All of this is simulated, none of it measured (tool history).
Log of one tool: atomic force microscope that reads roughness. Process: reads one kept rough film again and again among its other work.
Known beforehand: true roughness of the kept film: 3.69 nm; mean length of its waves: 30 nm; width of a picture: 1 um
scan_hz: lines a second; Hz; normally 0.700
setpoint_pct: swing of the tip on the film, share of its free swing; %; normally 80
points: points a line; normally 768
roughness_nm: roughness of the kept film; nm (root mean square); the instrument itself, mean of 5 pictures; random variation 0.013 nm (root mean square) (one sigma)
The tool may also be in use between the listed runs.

Run 1, hour 0.0: usual settings. Result: roughness_nm 2.441 nm (root mean square).
At hour 4.5: new tip fitted.
At hour 62.1: new tip fitted.
Run 2, hour 62.1: usual settings but points 735. Result: roughness_nm 2.964 nm (root mean square).
Run 3, hour 98.0: usual settings but points 735. Result: roughness_nm 2.562 nm (root mean square).
At hour 120.5: new tip fitted.
Run 4, hour 167.7: usual settings but points 735. Result: roughness_nm 2.479 nm (root mean square).
At hour 179.1: new tip fitted.
Run 5, hour 201.0: usual settings but points 735. Result: roughness_nm 2.707 nm (root mean square).
At hour 239.6: new tip fitted.
Run 6, hour 272.6: usual settings but points 735. Result: roughness_nm 2.637 nm (root mean square).
At hour 297.3: new tip fitted.
Run 7, hour 342.2: usual settings but points 735. Result: roughness_nm 2.549 nm (root mean square).
At hour 357.7: new tip fitted.
Run 8, hour 396.8: usual settings but setpoint_pct 58 %. Result: roughness_nm 2.712 nm (root mean square).
At hour 417.3: new tip fitted.
Run 9, hour 443.5: usual settings but setpoint_pct 58 %. Result: roughness_nm 2.821 nm (root mean square).
At hour 476.5: new tip fitted.
Run 10, hour 495.8: usual settings but setpoint_pct 58 %. Result: roughness_nm 2.918 nm (root mean square).
At hour 538.0: new tip fitted.
Run 11, hour 555.8: usual settings but setpoint_pct 58 %, points 1017. Result: roughness_nm 2.939 nm (root mean square).
At hour 599.5: new tip fitted.
Run 12, hour 607.0: usual settings but points 1007. Result: roughness_nm 2.867 nm (root mean square).
At hour 656.2: new tip fitted.
Run 13, hour 659.0: usual settings but scan_hz 0.676 Hz, setpoint_pct 60 %, points 358. Result: roughness_nm 3.092 nm (root mean square).
Run 14, hour 707.1: usual settings but scan_hz 0.676 Hz, setpoint_pct 60 %, points 358. Result: roughness_nm 2.547 nm (root mean square).
At hour 713.0: new tip fitted.
Run 15, hour 757.4: usual settings but scan_hz 0.803 Hz, setpoint_pct 76 %, points 916. Result: roughness_nm 2.521 nm (root mean square).
At hour 774.3: new tip fitted.
Run 16, hour 794.6: usual settings but scan_hz 0.803 Hz, setpoint_pct 76 %, points 916. Result: roughness_nm 2.759 nm (root mean square).
At hour 810.9: height scale calibrated on a step standard.
At hour 833.4: new tip fitted.
Run 17, hour 840.9: usual settings but scan_hz 0.803 Hz, setpoint_pct 76 %, points 916. Result: roughness_nm 2.998 nm (root mean square).
At hour 893.3: new tip fitted.
Run 18, hour 911.4: usual settings but scan_hz 3.672 Hz, setpoint_pct 68 %, points 868. Result: roughness_nm 2.538 nm (root mean square).
At hour 951.5: new tip fitted.
Run 19, hour 958.0: usual settings but scan_hz 3.672 Hz, setpoint_pct 68 %, points 868. Result: roughness_nm 2.650 nm (root mean square).
At hour 1012.4: new tip fitted.
Run 20, hour 1027.5: usual settings but scan_hz 3.672 Hz, setpoint_pct 68 %, points 868. Result: roughness_nm 2.558 nm (root mean square).
At hour 1069.5: new tip fitted.
Run 21, hour 1083.4: usual settings but scan_hz 3.672 Hz, setpoint_pct 77 %, points 868. Result: roughness_nm 2.277 nm (root mean square).
At hour 1126.4: new tip fitted.
Run 22, hour 1145.7: usual settings but scan_hz 3.672 Hz, setpoint_pct 77 %, points 868. Result: roughness_nm 2.259 nm (root mean square).
At hour 1186.5: new tip fitted.
Run 23, hour 1195.8: usual settings but setpoint_pct 66 %, points 487. Result: roughness_nm 3.032 nm (root mean square).

Run by run, hidden condition taken away, random variation retained:
Hidden conditions of the tool in this case: radius of the tip, nm; height scale over the true one, %; drift of the gauge itself on roughness_nm, %.
run  roughness_nm
  1         3.060
  2         3.056
  3         3.076
  4         3.058
  5         3.059
  6         3.079
  7         3.073
  8         3.244
  9         3.223
 10         3.273
 11         3.265
 12         3.055
 13         3.201
 14         3.229
 15         3.087
 16         3.072
 17         3.093
 18         2.725
 19         2.713
 20         2.729
 21         2.444
 22         2.457
 23         3.165
